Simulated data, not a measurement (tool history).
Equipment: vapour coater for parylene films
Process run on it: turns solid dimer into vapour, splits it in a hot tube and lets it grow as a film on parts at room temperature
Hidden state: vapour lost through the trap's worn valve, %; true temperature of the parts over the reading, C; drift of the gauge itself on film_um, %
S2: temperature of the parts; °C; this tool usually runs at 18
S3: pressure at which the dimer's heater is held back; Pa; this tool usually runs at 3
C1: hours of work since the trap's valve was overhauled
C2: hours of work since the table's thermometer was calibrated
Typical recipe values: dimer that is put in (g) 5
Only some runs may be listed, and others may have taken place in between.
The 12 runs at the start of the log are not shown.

{"run": 13, "hour": 737.5, "dimer that is put in (g)": 5, "S2": 18, "S3": 3, "C1": 27, "C2": 1497, "thickness of the film (µm)": 1.14}
{"run": 14, "hour": 803.6, "dimer that is put in (g)": 5, "S2": 18, "S3": 3, "C1": 58, "C2": 1527, "thickness of the film (µm)": 1.12}
{"run": 15, "hour": 846.5, "dimer that is put in (g)": 5, "S2": 18, "S3": 3, "C1": 78, "C2": 1547, "thickness of the film (µm)": 1.12}
{"run": 16, "hour": 898.5, "dimer that is put in (g)": 2, "S2": 28, "S3": 6.45, "C1": 102, "C2": 1571, "thickness of the film (µm)": 0.25}
{"run": 17, "hour": 943.6, "dimer that is put in (g)": 8, "S2": 20, "S3": 9.73, "C1": 123, "C2": 1592, "thickness of the film (µm)": 1.33}
{"run": 18, "hour": 984.6, "dimer that is put in (g)": 2, "S2": 15, "S3": 2.7, "C1": 142, "C2": 1611, "thickness of the film (µm)": 0.48}
{"run": 19, "hour": 1033.7, "dimer that is put in (g)": 3, "S2": 15, "S3": 2.41, "C1": 165, "C2": 1634, "thickness of the film (µm)": 0.77}
{"run": 20, "hour": 1106.1, "dimer that is put in (g)": 2, "S2": 20, "S3": 8.38, "C1": 198, "C2": 1668, "thickness of the film (µm)": 0.33}
{"run": 21, "hour": 1177.9, "dimer that is put in (g)": 7, "S2": 11, "S3": 5.96, "C1": 232, "C2": 1701, "thickness of the film (µm)": 1.86}
{"run": 22, "hour": 1239.8, "dimer that is put in (g)": 8, "S2": 18, "S3": 2.85, "C1": 260, "C2": 1730, "thickness of the film (µm)": 1.65}
{"run": 23, "hour": 1275.6, "dimer that is put in (g)": 2, "S2": 28, "S3": 7.67, "C1": 277, "C2": 1746, "thickness of the film (µm)": 0.22}
{"run": 24, "hour": 1355.9, "dimer that is put in (g)": 2, "S2": 28, "S3": 3.65, "C1": 314, "C2": 1784, "thickness of the film (µm)": 0.25}
{"run": 25, "hour": 1423.1, "dimer that is put in (g)": 3, "S2": 28, "S3": 10.06, "C1": 345, "C2": 1815, "thickness of the film (µm)": 0.3}
{"hour": 1492.9, "done": "trap's valve overhauled"}
{"run": 26, "hour": 1498.6, "dimer that is put in (g)": 5, "S2": 18, "S3": 3.51, "C1": 3, "C2": 1848, "thickness of the film (µm)": 1.11}
{"run": 27, "hour": 1544.7, "dimer that is put in (g)": 4, "S2": 18, "S3": 8.42, "C1": 24, "C2": 1869, "thickness of the film (µm)": 0.74}
{"run": 28, "hour": 1586.0, "dimer that is put in (g)": 3, "S2": 24, "S3": 4.96, "C1": 43, "C2": 1888, "thickness of the film (µm)": 0.48}
{"run": 29, "hour": 1652.5, "dimer that is put in (g)": 3, "S2": 24, "S3": 4.96, "C1": 74, "C2": 1919, "thickness of the film (µm)": 0.44}
{"run": 30, "hour": 1713.5, "dimer that is put in (g)": 3, "S2": 24, "S3": 11.84, "C1": 102, "C2": 1947, "thickness of the film (µm)": 0.4}

Below are 5 alternative next runs, each starting from the tool's condition after run 30. Predict each:
{"run": "A", "hour": 1762.6, "dimer that is put in (g)": 9, "S2": 14, "S3": 6.25, "C1": 125, "C2": 1970, "thickness of the film (µm)": "?"}
{"run": "B", "hour": 1762.6, "dimer that is put in (g)": 8, "S2": 24, "S3": 2.7, "C1": 125, "C2": 1970, "thickness of the film (µm)": "?"}
{"run": "C", "hour": 1762.6, "dimer that is put in (g)": 5, "S2": 16, "S3": 5.47, "C1": 125, "C2": 1970, "thickness of the film (µm)": "?"}
{"run": "D", "hour": 1762.6, "dimer that is put in (g)": 5, "S2": 28, "S3": 3.45, "C1": 125, "C2": 1970, "thickness of the film (µm)": "?"}
{"run": "E", "hour": 1762.6, "dimer that is put in (g)": 3, "S2": 19, "S3": 2.76, "C1": 125, "C2": 1970, "thickness of the film (µm)": "?"}

run=A thickness_of_the_film_(µm)=2.12
run=B thickness_of_the_film_(µm)=1.32
run=C thickness_of_the_film_(µm)=1.07
run=D thickness_of_the_film_(µm)=0.67
run=E thickness_of_the_film_(µm)=0.64
With the hidden condition removed and each run's random variation left untouched, the same runs would have given:
run=A thickness_of_the_film_(µm)=2.34
run=B thickness_of_the_film_(µm)=1.45
run=C thickness_of_the_film_(µm)=1.18
run=D thickness_of_the_film_(µm)=0.74
run=E thickness_of_the_film_(µm)=0.7

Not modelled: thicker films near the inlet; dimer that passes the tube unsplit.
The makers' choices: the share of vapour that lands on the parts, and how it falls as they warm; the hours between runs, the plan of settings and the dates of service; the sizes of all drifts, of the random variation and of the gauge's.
